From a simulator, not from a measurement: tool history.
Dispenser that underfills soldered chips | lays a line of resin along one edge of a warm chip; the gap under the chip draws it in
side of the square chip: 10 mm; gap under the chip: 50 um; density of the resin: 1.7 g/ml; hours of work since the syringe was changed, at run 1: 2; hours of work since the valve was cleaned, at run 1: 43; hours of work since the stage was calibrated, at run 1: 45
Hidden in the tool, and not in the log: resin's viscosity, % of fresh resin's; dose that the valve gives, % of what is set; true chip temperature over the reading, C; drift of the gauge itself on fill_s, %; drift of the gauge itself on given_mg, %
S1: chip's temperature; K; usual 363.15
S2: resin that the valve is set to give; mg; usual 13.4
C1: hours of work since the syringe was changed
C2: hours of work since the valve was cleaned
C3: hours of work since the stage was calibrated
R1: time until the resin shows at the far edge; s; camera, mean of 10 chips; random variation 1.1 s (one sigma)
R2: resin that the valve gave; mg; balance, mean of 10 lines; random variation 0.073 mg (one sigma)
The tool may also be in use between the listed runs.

| run | hour | S1 | S2 | C1 | C2 | C3 | R1 | R2 |
|---|---|---|---|---|---|---|---|---|
| 1 | 0.0 | 363.15 | 13.4 | 2 | 43 | 45 | 113.6 | 12.77 |
| 2 | 3.6 | 363.15 | 13.4 | 5 | 45 | 47 | 122.6 | 12.91 |
|  | 8.0 | new syringe of resin |
| 3 | 8.6 | 363.15 | 13.4 | 0 | 48 | 50 | 106.8 | 12.92 |
| 4 | 12.3 | 361.15 | 13.4 | 3 | 51 | 53 | 124.9 | 12.89 |
|  | 19.7 | new syringe of resin |
| 5 | 19.7 | 363.15 | 13.4 | 0 | 56 | 58 | 106.5 | 12.67 |
| 6 | 23.8 | 363.15 | 13.4 | 3 | 59 | 61 | 118.9 | 12.73 |
|  | 28.1 | dispensing valve cleaned and set on the balance |
|  | 32.1 | new syringe of resin |
| 7 | 32.7 | 363.15 | 13.4 | 0 | 3 | 66 | 106.8 | 13.45 |
| 8 | 38.6 | 363.15 | 13.4 | 5 | 7 | 70 | 120.2 | 13.34 |
|  | 43.7 | new syringe of resin |
| 9 | 45.8 | 362.15 | 17.0 | 1 | 12 | 75 | 109.2 | 16.83 |
| 10 | 53.3 | 360.15 | 13.8 | 7 | 17 | 80 | 141.9 | 13.68 |
|  | 55.4 | new syringe of resin |
| 11 | 58.2 | 377.15 | 15.4 | 2 | 20 | 83 | 66.6 | 15.14 |

5 ways to go on from here, each from the tool as it stands after run 11. What would each give?
| A | 64.7 | 359.15 | 12.1 | 6 | 25 | 88 | ? | ? |
| B | 64.7 | 364.15 | 12.8 | 6 | 25 | 88 | ? | ? |
| C | 64.7 | 372.15 | 12.6 | 6 | 25 | 88 | ? | ? |
| D | 64.7 | 362.15 | 13.4 | 6 | 25 | 88 | ? | ? |
| E | 64.7 | 368.15 | 13.1 | 6 | 25 | 88 | ? | ? |

| run | R1 | R2 |
|---|---|---|
| A | 154.6 | 11.74 |
| B | 125.7 | 12.51 |
| C | 95.2 | 12.35 |
| D | 135.6 | 13.10 |
| E | 108.4 | 12.88 |
Without the tool's hidden state the same runs would have given:
| run | R1 | R2 |
|---|---|---|
| A | 128.0 | 12.00 |
| B | 103.9 | 12.78 |
| C | 78.7 | 12.62 |
| D | 112.4 | 13.39 |
| E | 89.6 | 13.16 |
